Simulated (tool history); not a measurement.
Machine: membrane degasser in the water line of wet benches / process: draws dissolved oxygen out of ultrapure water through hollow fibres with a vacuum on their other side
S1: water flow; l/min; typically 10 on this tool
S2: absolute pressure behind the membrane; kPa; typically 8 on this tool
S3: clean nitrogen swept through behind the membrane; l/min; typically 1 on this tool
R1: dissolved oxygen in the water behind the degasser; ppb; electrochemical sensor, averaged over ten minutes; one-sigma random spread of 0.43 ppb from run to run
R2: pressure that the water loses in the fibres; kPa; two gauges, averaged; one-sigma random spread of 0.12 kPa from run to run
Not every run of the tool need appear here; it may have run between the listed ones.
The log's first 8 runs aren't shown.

Run 9, hour 338.2: usual settings. Result: R1 131 ppb, R2 47.07 kPa.
Run 10, hour 385.7: usual settings but S1 15 l/min. Result: R1 260.8 ppb, R2 70.87 kPa.
Run 11, hour 425.4: usual settings but S1 15 l/min. Result: R1 261.7 ppb, R2 70.64 kPa.
Run 12, hour 472.2: usual settings but S1 15 l/min, S2 10.07 kPa. Result: R1 329.2 ppb, R2 70.95 kPa.
Run 13, hour 504.4: usual settings but S1 15 l/min, S2 10.07 kPa. Result: R1 331.2 ppb, R2 70.72 kPa.
Run 14, hour 548.6: usual settings but S1 15 l/min, S2 10.07 kPa, S3 0.41 l/min. Result: R1 584.4 ppb, R2 70.9 kPa.
Run 15, hour 600.6: usual settings but S1 15 l/min, S2 10.07 kPa, S3 0.41 l/min. Result: R1 583.1 ppb, R2 71.05 kPa.
Run 16, hour 653.7: usual settings but S1 15 l/min, S2 10.07 kPa, S3 0.41 l/min. Result: R1 583.9 ppb, R2 70.88 kPa.
Run 17, hour 683.6: usual settings but S1 15 l/min, S2 16.04 kPa, S3 0.52 l/min. Result: R1 819.2 ppb, R2 70.74 kPa.
Run 18, hour 705.9: usual settings but S1 15 l/min, S2 16.04 kPa, S3 0.52 l/min. Result: R1 823.4 ppb, R2 70.9 kPa.
Run 19, hour 759.6: usual settings but S3 0.58 l/min. Result: R1 207 ppb, R2 47.23 kPa.
Run 20, hour 801.2: usual settings but S1 13 l/min, S2 15.99 kPa, S3 0.51 l/min. Result: R1 715.2 ppb, R2 61.6 kPa.
Run 21, hour 851.9: usual settings but S1 8 l/min, S2 6.68 kPa, S3 0.66 l/min. Result: R1 107.8 ppb, R2 37.85 kPa.
Run 22, hour 904.5: usual settings but S1 9 l/min, S2 12.04 kPa, S3 2.03 l/min. Result: R1 107.8 ppb, R2 42.41 kPa.
Run 23, hour 929.2: usual settings but S1 14 l/min, S2 8.14 kPa, S3 0.82 l/min. Result: R1 264.8 ppb, R2 66.25 kPa.
Run 24, hour 955.5: usual settings but S1 14 l/min, S2 9.84 kPa, S3 1.13 l/min. Result: R1 265.6 ppb, R2 66.06 kPa.
Run 25, hour 1001.2: usual settings but S1 9 l/min, S2 10.71 kPa. Result: R1 173.1 ppb, R2 42.61 kPa.
Run 26, hour 1037: usual settings but S1 9 l/min, S2 10.71 kPa. Result: R1 172.7 ppb, R2 42.41 kPa.
Run 27, hour 1061.8: usual settings but S1 9 l/min, S2 10.71 kPa. Result: R1 172.9 ppb, R2 42.51 kPa.
Run 28, hour 1088.9: usual settings but S1 9 l/min, S2 10.71 kPa. Result: R1 174 ppb, R2 42.39 kPa.
Run 29, hour 1137.7: usual settings but S1 9 l/min, S2 10.71 kPa. Result: R1 173.5 ppb, R2 42.44 kPa.
Run 30, hour 1164.2: usual settings but S1 9 l/min, S2 10.71 kPa. Result: R1 172 ppb, R2 42.73 kPa.
Run 31, hour 1210.6: usual settings but S1 9 l/min, S2 10.71 kPa. Result: R1 173.3 ppb, R2 42.38 kPa.
Run 32, hour 1261.1: usual settings but S1 8 l/min, S2 10.04 kPa. Result: R1 140.5 ppb, R2 37.87 kPa.

3 options for the next run, each taken on its own from the tool as it stands now. Forecast them:
Run A, hour 1301.9: usual settings but S1 12 l/min, S2 10.66 kPa, S3 2.14 l/min. Result: R1 ?, R2 ?.
Run B, hour 1301.9: usual settings but S1 8 l/min, S3 2.58 l/min. Result: R1 ?, R2 ?.
Run C, hour 1301.9: usual settings but S1 9 l/min, S2 6.91 kPa, S3 1.96 l/min. Result: R1 ?, R2 ?.

run     R1     R2
  A  140.6  56.59
  B   43.2  37.89
  C   52.3  42.69
Had the tool no hidden state, the same runs would have come out as:
run    R1     R2
  A   135  56.13
  B  40.5  37.58
  C    49  42.34
